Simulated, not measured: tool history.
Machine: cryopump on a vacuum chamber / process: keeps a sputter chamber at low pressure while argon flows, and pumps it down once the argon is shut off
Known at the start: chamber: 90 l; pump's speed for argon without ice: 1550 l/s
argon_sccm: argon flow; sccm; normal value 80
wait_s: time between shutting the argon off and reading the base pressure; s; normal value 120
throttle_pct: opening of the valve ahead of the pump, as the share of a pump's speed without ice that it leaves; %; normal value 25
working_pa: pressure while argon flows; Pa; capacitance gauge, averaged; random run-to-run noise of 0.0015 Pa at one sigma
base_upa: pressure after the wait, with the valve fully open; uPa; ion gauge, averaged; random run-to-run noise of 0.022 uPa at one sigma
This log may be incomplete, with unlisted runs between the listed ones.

run     day  argon_sccm  wait_s  throttle_pct  working_pa  base_upa
  1       0          80     120            25      0.3546      1.02
  2   2.517          80     120            25      0.3518      1.04
  3   5.375          80     120            31      0.2861      1.09
  4   7.183          80     120            31      0.2871      1.12
  5   9.275          80     120            31      0.2873      1.16
  6  12.117          80     120            34       0.266      1.21
  7   14.75          36      28            20      0.2003      2.24
  8  17.812          75     223            43      0.2009      1.14
  9  19.492          42      36            38      0.1273      2.03
 10  22.821          82      36            38      0.2491       2.1
 11  26.167          96     238            15      0.7198      1.24

What if the next run were any one of these 5? Each begins from the tool's condition after run 11:
  A  28.271          82      67            26           ?         ?
  B  28.271          96     174            19           ?         ?
  C  28.271          96      49            32           ?         ?
  D  28.271          85     238            15           ?         ?
  E  28.271          96      35            15           ?         ?

run  working_pa  base_upa
  A      0.3587      1.63
  B      0.5649      1.34
  C      0.3453      1.83
  D      0.6334       1.2
  E      0.7183       2.2
With no hidden state in the tool, these same runs would have given:
run  working_pa  base_upa
  A      0.3434      0.75
  B      0.5471      0.44
  C      0.3274      0.97
  D      0.6176      0.33
  E      0.7004      1.31
